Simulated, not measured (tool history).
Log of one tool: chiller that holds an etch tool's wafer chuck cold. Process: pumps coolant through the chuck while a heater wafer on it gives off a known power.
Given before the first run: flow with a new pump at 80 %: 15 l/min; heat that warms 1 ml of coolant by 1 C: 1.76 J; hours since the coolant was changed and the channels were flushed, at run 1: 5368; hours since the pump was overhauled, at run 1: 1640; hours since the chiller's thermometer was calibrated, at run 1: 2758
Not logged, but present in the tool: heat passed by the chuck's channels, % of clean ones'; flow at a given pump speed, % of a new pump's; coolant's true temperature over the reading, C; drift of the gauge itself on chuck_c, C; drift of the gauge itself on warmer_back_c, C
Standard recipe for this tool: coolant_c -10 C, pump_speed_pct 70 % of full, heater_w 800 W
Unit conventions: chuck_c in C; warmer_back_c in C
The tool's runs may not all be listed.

run	day	coolant_c	pump_speed_pct	heater_w	hours since the coolant was changed and the channels were flushed	hours since the pump was overhauled	hours since the chiller's thermometer was calibrated	chuck_c	warmer_back_c
1	0	-10	70	800	5368	1640	2758	-4.47	2.06
2	1.696	-6	70	800	5409	1681	2799	-0.54	2.08
3	3.733	-10	70	800	5458	1730	2848	-4.49	2.07
4	5.312	-10	70	800	5496	1768	2886	-4.6	2.07
5	6.679	-10	70	800	5529	1800	2919	-4.37	2.08
6	8.433	-10	70	527	5571	1842	2961	-6.43	1.37
7	9.396	-10	70	1052	5594	1866	2984	-2.78	2.73
8	10.333	-1	92	579	5616	1888	3006	2.14	1.16
9	12.492	-6	76	800	5668	1940	3058	-0.76	1.91
10	13.646	-9	72	861	5696	1967	3086	-3.2	2.19
11	15.675	-9	72	861	5744	2016	3135	-3.27	2.19
12	16.871	-16	72	750	5773	2045	3163	-11.1	1.92

4 ways to go on from here, each from the tool as it stands after run 12. What would each give?
A	18.996	-18	65	554	5824	2096	3214	?	?
B	18.996	-10	85	638	5824	2096	3214	?	?
C	18.996	-13	72	750	5824	2096	3214	?	?
D	18.996	-16	88	1048	5824	2096	3214	?	?

run	chuck_c	warmer_back_c
A	-14.02	1.57
B	-6.42	1.36
C	-7.95	1.93
D	-10.01	2.16
Without the tool's hidden state the same runs would have given:
run	chuck_c	warmer_back_c
A	-13.9	1.57
B	-6.29	1.36
C	-7.83	1.93
D	-9.89	2.16

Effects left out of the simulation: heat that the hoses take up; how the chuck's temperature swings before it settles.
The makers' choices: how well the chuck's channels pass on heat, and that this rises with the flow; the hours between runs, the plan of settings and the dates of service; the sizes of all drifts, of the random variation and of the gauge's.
